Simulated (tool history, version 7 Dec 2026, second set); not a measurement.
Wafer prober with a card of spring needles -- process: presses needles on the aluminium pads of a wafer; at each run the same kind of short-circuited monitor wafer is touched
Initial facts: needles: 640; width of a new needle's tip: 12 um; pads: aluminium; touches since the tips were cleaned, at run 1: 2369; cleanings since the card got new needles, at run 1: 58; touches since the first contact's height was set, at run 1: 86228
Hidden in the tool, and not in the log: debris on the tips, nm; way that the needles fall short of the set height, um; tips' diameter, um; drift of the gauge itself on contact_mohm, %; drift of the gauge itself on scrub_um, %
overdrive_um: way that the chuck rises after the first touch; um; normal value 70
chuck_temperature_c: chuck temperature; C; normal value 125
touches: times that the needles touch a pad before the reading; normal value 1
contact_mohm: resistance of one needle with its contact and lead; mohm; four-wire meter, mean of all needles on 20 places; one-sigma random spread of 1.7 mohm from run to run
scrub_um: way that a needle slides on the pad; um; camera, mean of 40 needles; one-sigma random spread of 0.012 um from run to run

run	hour	overdrive_um	chuck_temperature_c	touches	touches since the tips were cleaned	cleanings since the card got new needles	touches since the first contact's height was set	contact_mohm	scrub_um
1	0.0	70	125	1	2369	58	86228	198	17.53
# hour 21.3: tips cleaned on abrasive film
2	33.9	70	125	1	3770	59	96365	205	17.52
# hour 52.4: tips cleaned on abrasive film
# hour 81.7: tips cleaned on abrasive film
3	82.8	71	125	1	326	61	110986	188	17.73
# hour 109.8: tips cleaned on abrasive film
# hour 115.4: height of the first contact set anew
# hour 138.0: tips cleaned on abrasive film
4	138.0	77	125	1	0	63	6757	182	19.45
# hour 167.9: tips cleaned on abrasive film
# hour 196.0: tips cleaned on abrasive film
5	196.0	77	125	1	0	65	24120	185	19.44
6	222.6	70	33	1	7965	65	32085	203	17.63
# hour 226.5: tips cleaned on abrasive film
# hour 254.7: tips cleaned on abrasive film
7	275.4	70	106	1	6227	67	47894	213	17.60
# hour 284.8: tips cleaned on abrasive film
# hour 312.5: tips cleaned on abrasive film
8	318.3	70	106	1	1765	69	60713	192	17.57
# hour 342.4: tips cleaned on abrasive film
9	365.1	70	26	1	6792	70	74706	204	17.53
# hour 370.9: tips cleaned on abrasive film
10	395.1	70	125	1	7273	71	83699	215	17.55
# hour 398.7: tips cleaned on abrasive film
# hour 426.4: tips cleaned on abrasive film
11	440.0	70	125	1	4076	73	97097	205	17.49
# hour 454.3: tips cleaned on abrasive film
# hour 483.0: tips cleaned on abrasive film
12	484.0	70	125	1	319	75	110270	184	17.46
# hour 513.0: tips cleaned on abrasive film
# hour 522.7: height of the first contact set anew
13	531.7	70	125	1	5535	76	2717	214	17.72
# hour 543.0: tips cleaned on abrasive film
14	562.5	70	85	1	5866	77	11930	209	17.70
# hour 571.1: tips cleaned on abrasive film
15	591.3	70	125	1	6063	78	20532	217	17.70
# hour 600.4: tips cleaned on abrasive film
16	623.2	70	125	1	6834	79	30087	213	17.65
# hour 628.6: tips cleaned on abrasive film
# hour 656.3: tips cleaned on abrasive film
17	667.7	69	65	1	3407	81	43368	203	17.37
# hour 687.4: tips cleaned on abrasive film
# hour 715.4: tips cleaned on abrasive film
18	715.4	66	65	1	0	83	57633	169	16.57
# hour 744.3: tips cleaned on abrasive film
19	744.3	66	65	3	0	84	66291	173	16.55
20	770.5	61	105	3	7859	84	74150	195	15.28
# hour 773.6: tips cleaned on abrasive film
# hour 801.5: tips cleaned on abrasive film
21	813.1	53	105	3	3462	86	86867	199	13.23
# hour 833.4: tips cleaned on abrasive film
# hour 861.5: tips cleaned on abrasive film
22	866.8	68	36	2	1614	88	102941	176	17.01
# hour 889.6: tips cleaned on abrasive film
23	896.0	53	125	1	1941	89	111675	222	13.18
# hour 918.4: tips cleaned on abrasive film
# hour 925.6: height of the first contact set anew
24	929.2	68	125	1	3145	90	1093	205	17.21
# hour 949.7: tips cleaned on abrasive film
25	964.7	74	125	1	4521	91	11726	207	18.69
# hour 977.7: tips cleaned on abrasive film
26	988.1	53	51	2	3121	92	18726	198	13.38
# hour 1008.4: tips cleaned on abrasive film
27	1031.0	55	125	2	6803	93	31567	217	13.85
# hour 1037.1: tips cleaned on abrasive film
28	1061.6	57	61	2	7366	94	40728	208	14.33
# hour 1065.2: tips cleaned on abrasive film
# hour 1093.8: tips cleaned on abrasive film
29	1112.3	73	28	2	5569	96	55875	186	18.37
# hour 1121.2: tips cleaned on abrasive film
# hour 1149.6: tips cleaned on abrasive film
30	1158.3	73	125	1	2618	98	69632	204	18.34
# hour 1178.8: tips cleaned on abrasive film
# hour 1207.1: tips cleaned on abrasive film
31	1207.1	70	54	1	0	100	84209	171	17.53

Here are 4 independent what-if runs from the current tool condition. What would each one return?
# hour 1239.5: tips cleaned on abrasive film
A	1250.6	71	26	1	3314	101	97230	?	?
# hour 1239.5: tips cleaned on abrasive film
B	1250.6	75	29	2	3314	101	97230	?	?
# hour 1239.5: tips cleaned on abrasive film
C	1250.6	70	47	1	3314	101	97230	?	?
# hour 1239.5: tips cleaned on abrasive film
D	1250.6	68	25	1	3314	101	97230	?	?

run	contact_mohm	scrub_um
A	193	17.75
B	178	18.77
C	200	17.52
D	201	16.99
Take away the tool's hidden state, keep each run's random variation, and the runs would have read:
run	contact_mohm	scrub_um
A	159	17.95
B	159	18.97
C	165	17.72
D	164	17.20
